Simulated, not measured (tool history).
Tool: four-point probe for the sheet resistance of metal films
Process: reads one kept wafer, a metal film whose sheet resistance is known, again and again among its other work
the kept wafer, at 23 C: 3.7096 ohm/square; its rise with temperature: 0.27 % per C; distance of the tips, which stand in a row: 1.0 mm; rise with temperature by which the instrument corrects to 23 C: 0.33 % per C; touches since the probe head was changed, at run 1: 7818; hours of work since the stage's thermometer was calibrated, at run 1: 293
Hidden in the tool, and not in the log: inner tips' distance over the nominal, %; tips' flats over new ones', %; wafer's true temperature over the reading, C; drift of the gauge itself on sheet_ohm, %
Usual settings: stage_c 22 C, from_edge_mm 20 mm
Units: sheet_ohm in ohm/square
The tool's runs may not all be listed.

run,day,stage_c,from_edge_mm,touches since the probe head was changed,hours of work since the stage's thermometer was calibrated,sheet_ohm
1,0,22,20,7818,293,3.738301
2,0.771,22,20,8067,305,3.738861
3,1.333,29,20,8250,314,3.721487
4,2.104,29,20,8499,326,3.722034
5,2.612,29,20,8663,334,3.722319
6,3.5,29,20,8950,347,3.723601
7,4.492,29,20,9270,363,3.723489
8,5.333,29,20,9541,376,3.723452
9,5.992,29,20,9755,386,3.724123
10,6.642,29,20,9965,396,3.723844
11,7.183,29,20,10139,404,3.723313
12,8.012,29,65,10407,417,3.71922
# day 8.083: stage's thermometer calibrated
13,8.925,22,55,10696,13,3.73491
14,9.567,22,55,10904,23,3.735093
15,10.146,22,58,11090,32,3.735176
# day 10.338: stage's thermometer calibrated, once more
16,10.812,21,20,11300,7,3.74189
17,11.712,22,5,11590,21,3.813724
18,12.629,22,5,11886,35,3.81501
19,13.133,22,5,12050,43,3.81463
20,13.554,28,58,12184,50,3.721918
21,14.262,28,58,12414,61,3.722849
22,14.871,21,15,12611,70,3.746975

Run 23 comes next. What will it give?
23,15.467,21,15,12802,79,?

sheet_ohm: 3.746938 ohm/square
Without the tool's hidden state the same run would have given sheet_ohm 3.723009 ohm/square.
